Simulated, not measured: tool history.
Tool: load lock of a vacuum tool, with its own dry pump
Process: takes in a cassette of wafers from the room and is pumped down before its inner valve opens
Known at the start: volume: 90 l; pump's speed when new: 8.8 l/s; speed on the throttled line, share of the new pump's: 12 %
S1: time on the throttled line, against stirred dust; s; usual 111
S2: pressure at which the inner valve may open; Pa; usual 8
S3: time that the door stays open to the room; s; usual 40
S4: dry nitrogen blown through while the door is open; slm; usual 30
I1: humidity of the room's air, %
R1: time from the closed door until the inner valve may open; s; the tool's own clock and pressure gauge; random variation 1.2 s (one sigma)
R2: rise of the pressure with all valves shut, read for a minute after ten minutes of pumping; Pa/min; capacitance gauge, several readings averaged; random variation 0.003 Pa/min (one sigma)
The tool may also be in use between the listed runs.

Run 1, hour 0.0: usual settings; I1 46.9. Result: R1 205.0 s, R2 0.348 Pa/min.
Run 2, hour 423.8: usual settings but S4 42 slm; I1 47.1. Result: R1 191.5 s, R2 0.375 Pa/min.
Run 3, hour 819.8: usual settings but S4 42 slm; I1 47.0. Result: R1 192.3 s, R2 0.400 Pa/min.
Run 4, hour 1158.8: usual settings but S4 42 slm; I1 46.6. Result: R1 193.6 s, R2 0.416 Pa/min.
Run 5, hour 1391.0: usual settings but S4 40 slm; I1 40.7. Result: R1 194.7 s, R2 0.445 Pa/min.
Run 6, hour 1823.0: usual settings but S3 71 s; I1 44.2. Result: R1 194.4 s, R2 0.455 Pa/min.
Run 7, hour 2250.9: usual settings but S3 71 s; I1 45.0. Result: R1 195.3 s, R2 0.499 Pa/min.
Run 8, hour 2472.9: usual settings but S3 71 s; I1 46.8. Result: R1 195.3 s, R2 0.509 Pa/min.
Run 9, hour 2831.7: usual settings but S3 71 s; I1 44.1. Result: R1 193.9 s, R2 0.550 Pa/min.
Run 10, hour 3081.5: usual settings but S3 71 s; I1 42.7. Result: R1 194.9 s, R2 0.550 Pa/min.
Run 11, hour 3431.3: usual settings; I1 43.8. Result: R1 196.2 s, R2 0.568 Pa/min.
Run 12, hour 3891.5: usual settings but S4 18 slm; I1 40.8. Result: R1 193.0 s, R2 0.611 Pa/min.
Run 13, hour 4277.1: usual settings but S4 18 slm; I1 45.1. Result: R1 194.5 s, R2 0.647 Pa/min.
Run 14, hour 4491.2: usual settings but S4 18 slm; I1 47.7. Result: R1 195.0 s, R2 0.667 Pa/min.
Run 15, hour 4809.9: usual settings but S4 18 slm; I1 42.9. Result: R1 194.0 s, R2 0.695 Pa/min.
Run 16, hour 5114.4: usual settings; I1 46.4. Result: R1 196.0 s, R2 0.721 Pa/min.
Run 17, hour 5473.8: usual settings; I1 42.4. Result: R1 195.4 s, R2 0.015 Pa/min.
Run 18, hour 5939.7: usual settings but S1 220 s; I1 43.6. Result: R1 292.4 s, R2 0.025 Pa/min.
Run 19, hour 6278.2: usual settings but S1 220 s; I1 45.5. Result: R1 292.2 s, R2 0.038 Pa/min.
Run 20, hour 6686.3: usual settings but S1 220 s, S2 9 Pa, S3 224 s, S4 17 slm; I1 44.4. Result: R1 289.8 s, R2 0.083 Pa/min.
Run 21, hour 6970.3: usual settings but S1 95 s, S2 9 Pa, S3 224 s, S4 9 slm; I1 45.9. Result: R1 182.0 s, R2 0.111 Pa/min.
Run 22, hour 7361.0: usual settings but S1 86 s, S2 16 Pa; I1 43.7. Result: R1 168.5 s, R2 0.063 Pa/min.
Run 23, hour 7677.3: usual settings but S1 86 s, S2 16 Pa, S3 26 s; I1 48.6. Result: R1 168.2 s, R2 0.070 Pa/min.
Run 24, hour 8087.0: usual settings but S1 86 s, S2 16 Pa, S3 26 s, S4 16 slm; I1 44.9. Result: R1 166.6 s, R2 0.084 Pa/min.
Run 25, hour 8402.6: usual settings but S1 189 s, S2 15 Pa, S3 236 s, S4 16 slm; I1 45.1. Result: R1 257.8 s, R2 0.142 Pa/min.
Run 26, hour 8646.7: usual settings but S1 191 s, S3 182 s; I1 45.7. Result: R1 268.8 s, R2 0.122 Pa/min.
Run 27, hour 8929.6: usual settings but S1 176 s, S2 7 Pa, S3 56 s, S4 4 slm; I1 45.6. Result: R1 257.0 s, R2 0.136 Pa/min.
Run 28, hour 9394.2: usual settings but S1 176 s, S2 7 Pa, S3 96 s, S4 4 slm; I1 44.5. Result: R1 256.8 s, R2 0.172 Pa/min.
Run 29, hour 9821.3: usual settings but S1 75 s, S4 41 slm; I1 44.2. Result: R1 168.8 s, R2 0.140 Pa/min.
Run 30, hour 10039.6: usual settings but S1 160 s, S2 10 Pa, S4 17 slm; I1 44.6. Result: R1 240.4 s, R2 0.162 Pa/min.
Run 31, hour 10486.7: usual settings but S2 9 Pa, S4 28 slm; I1 44.8. Result: R1 197.6 s, R2 0.174 Pa/min.
Run 32, hour 10721.3: usual settings but S4 6 slm; I1 45.0. Result: R1 197.2 s, R2 0.200 Pa/min.
Run 33, hour 10945.3: usual settings but S1 143 s, S3 218 s; I1 44.4. Result: R1 225.2 s, R2 0.221 Pa/min.
Run 34, hour 11391.8: usual settings but S1 143 s, S3 218 s; I1 47.4. Result: R1 228.3 s, R2 0.240 Pa/min.
Run 35, hour 11776.6: usual settings but S1 75 s, S2 7 Pa, S3 192 s, S4 5 slm; I1 45.2. Result: R1 170.3 s, R2 0.293 Pa/min.
Run 36, hour 12049.7: usual settings but S1 75 s, S2 7 Pa, S3 192 s, S4 5 slm; I1 52.7. Result: R1 171.1 s, R2 0.330 Pa/min.
Run 37, hour 12340.9: usual settings but S3 34 s, S4 5 slm; I1 46.9. Result: R1 202.9 s, R2 0.285 Pa/min.

Taken out of this log: 2 entries between the listed runs. Where each belongs, and how the hidden state differs across it:
Between runs 1 and 2: dry pump taken out, an overhauled one fitted (hour 423.8)
  pump's speed, % of a new pump's: 87.5 -> 100.8; leak at the door's seal, Pa l/s: 0.5021 -> 0.536
  measured less the result without the state, R1: +11.8 -> -0.4 s; R2: +0.332 -> +0.360 Pa/min
Between runs 16 and 17: door's seal changed, seat wiped (hour 5148.3)
  pump's speed, % of a new pump's: 97.5 -> 97.3; leak at the door's seal, Pa l/s: 1.0474 -> 0.0091
  measured less the result without the state, R1: +2.4 -> +2.5 s; R2: +0.709 -> +0.004 Pa/min

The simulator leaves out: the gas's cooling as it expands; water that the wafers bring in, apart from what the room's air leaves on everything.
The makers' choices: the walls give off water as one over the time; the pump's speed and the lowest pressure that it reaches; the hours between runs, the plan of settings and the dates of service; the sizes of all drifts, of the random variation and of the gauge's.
